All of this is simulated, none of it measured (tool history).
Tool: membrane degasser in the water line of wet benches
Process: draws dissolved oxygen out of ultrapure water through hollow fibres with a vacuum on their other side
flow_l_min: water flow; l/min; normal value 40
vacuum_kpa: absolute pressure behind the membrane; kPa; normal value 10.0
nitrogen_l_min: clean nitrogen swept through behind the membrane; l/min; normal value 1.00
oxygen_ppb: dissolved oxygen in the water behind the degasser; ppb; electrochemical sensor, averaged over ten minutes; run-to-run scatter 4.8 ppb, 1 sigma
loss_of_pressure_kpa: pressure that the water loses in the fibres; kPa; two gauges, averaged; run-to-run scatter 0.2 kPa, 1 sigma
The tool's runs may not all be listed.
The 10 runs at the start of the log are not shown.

run,hour,flow_l_min,vacuum_kpa,nitrogen_l_min,hours since the membrane was changed,hours since the vacuum gauge was calibrated,hours since the vacuum lines were made tight,oxygen_ppb,loss_of_pressure_kpa
11,332.8,40,10.0,1.00,662,6778,3490,568.5,43.54
# hour 337.1: vacuum gauge calibrated
12,359.5,40,10.0,1.00,688,22,3516,531.0,43.48
13,395.2,40,8.6,1.00,724,58,3552,422.2,43.59
14,426.1,40,8.6,1.00,755,89,3583,430.7,43.79
15,447.3,40,10.0,0.80,776,110,3604,626.8,43.48
16,478.5,40,10.0,0.73,807,141,3635,652.3,44.22
17,504.1,40,10.0,0.73,833,167,3661,665.1,43.59
18,525.7,53,6.4,2.64,855,189,3682,170.7,57.86
19,574.6,33,19.6,1.00,904,238,3731,1030.0,35.92
20,611.1,41,10.0,1.77,940,274,3768,345.2,45.09
21,646.4,41,10.0,1.77,975,309,3803,351.0,44.73
22,688.1,41,16.7,1.03,1017,351,3845,998.0,44.95
23,712.6,41,16.7,1.03,1042,376,3869,997.4,44.78
24,743.2,40,11.4,1.00,1072,406,3900,619.5,43.84
25,774.9,40,11.4,1.00,1104,438,3931,632.3,43.67
26,811.7,54,10.0,1.00,1141,475,3968,683.6,59.00
27,845.6,40,16.4,1.00,1175,509,4002,973.9,43.40
28,884.5,53,10.9,1.00,1213,547,4041,741.4,58.13
29,914.9,53,10.9,1.00,1244,578,4071,736.8,57.86
30,947.1,41,7.5,1.00,1276,610,4104,359.8,44.92
31,975.9,43,21.0,0.42,1305,639,4132,2269.9,46.85
32,1015.7,27,8.7,1.38,1345,679,4172,241.0,29.55
33,1042.3,30,14.2,2.91,1371,705,4199,269.1,32.85

3 ways to go on from here, each from the tool as it stands after run 33. What would each give?
A,1062.1,40,10.0,2.90,1391,725,4219,?,?
B,1062.1,30,8.6,1.04,1391,725,4219,?,?
C,1062.1,30,19.9,2.91,1391,725,4219,?,?

run,oxygen_ppb,loss_of_pressure_kpa
A,226.2,43.89
B,320.9,32.74
C,405.2,33.08
With the hidden condition removed and each run's random variation left untouched, the same runs would have given:
run,oxygen_ppb,loss_of_pressure_kpa
A,224.3,43.57
B,319.1,32.50
C,402.3,32.83
